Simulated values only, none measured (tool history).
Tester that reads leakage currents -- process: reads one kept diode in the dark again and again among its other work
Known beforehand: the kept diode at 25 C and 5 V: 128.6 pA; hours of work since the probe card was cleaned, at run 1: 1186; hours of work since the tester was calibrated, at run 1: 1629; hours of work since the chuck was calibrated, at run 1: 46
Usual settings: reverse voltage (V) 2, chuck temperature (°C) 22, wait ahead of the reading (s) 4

run	hour	reverse voltage (V)	chuck temperature (°C)	wait ahead of the reading (s)	hours of work since the probe card was cleaned	hours of work since the tester was calibrated	hours of work since the chuck was calibrated	current that the tester gives (pA)
1	0	2	22	4	1186	1629	46	72.24
2	110.9	2	22	4	1270	1713	130	74.29
3	277.8	2	36	4	1396	1839	256	267.35
4	418.5	2	36	4	1502	1946	362	275.74
5	591.8	2	36	4	1634	2077	493	286.47
6	769.1	2	49	4	1768	2211	627	851.4
# hour 783.3: chuck's temperature calibrated
7	972.2	2	49	4	1920	2363	143	729.62
8	1073.2	2	49	4	1996	2439	219	749.68
# hour 1125: tester calibrated
9	1279.5	2	49	4	2151	117	374	777.62
10	1434.5	2	22	4	2268	234	491	81.13
11	1557.3	1.57	22	4	2361	327	584	76.65
# hour 1621.8: chuck's temperature calibrated
12	1678.4	1.57	22	4	2451	417	43	65.6
13	1814.6	2	53	1.01	2554	520	146	1004.5
14	2001.6	2.38	32	0.53	2695	661	287	200.72
15	2201.5	2	28	0.52	2846	812	438	139.52
# hour 2259.1: tester calibrated, once more
# hour 2403.5: probe card cleaned and baked
16	2406.7	6.52	41	0.62	2	109	590	677.15
# hour 2465.9: chuck's temperature calibrated
17	2512.6	6.52	41	0.62	81	188	35	582.2
18	2639.6	2	40	4	177	284	131	362.54
19	2823.6	2	40	4	316	423	270	378.69
20	3004.8	3.88	46	0.76	453	560	408	815.52
21	3188.3	2.2	40	4.69	592	699	546	423.83
22	3284.6	2.2	40	4.69	665	772	619	432.62
# hour 3304.4: chuck's temperature calibrated
23	3411.5	2.2	57	4.69	759	866	81	1424.67

Measured less the same run without the tool's hidden state. The same run-to-run variation is in both; the gauge's scatter may not be:
The hidden state here: stray current of the dirty probe card, pA a volt; current scale over the true one, %; true chuck temperature over the reading, C; drift of the gauge itself on leakage_pa, %.
run	current that the tester gives (pA)
1	+1.51
2	+3.67
3	+20.15
4	+28.3
5	+38.39
6	+131.96
7	+13.25
8	+29.23
9	+59.06
10	+10.85
11	+12.1
12	+0.98
13	+23.62
14	+15.75
15	+17.19
16	+104.24
17	+10.02
18	+16.58
19	+31.9
20	+93.04
21	+65.2
22	+73.62
23	+50.77
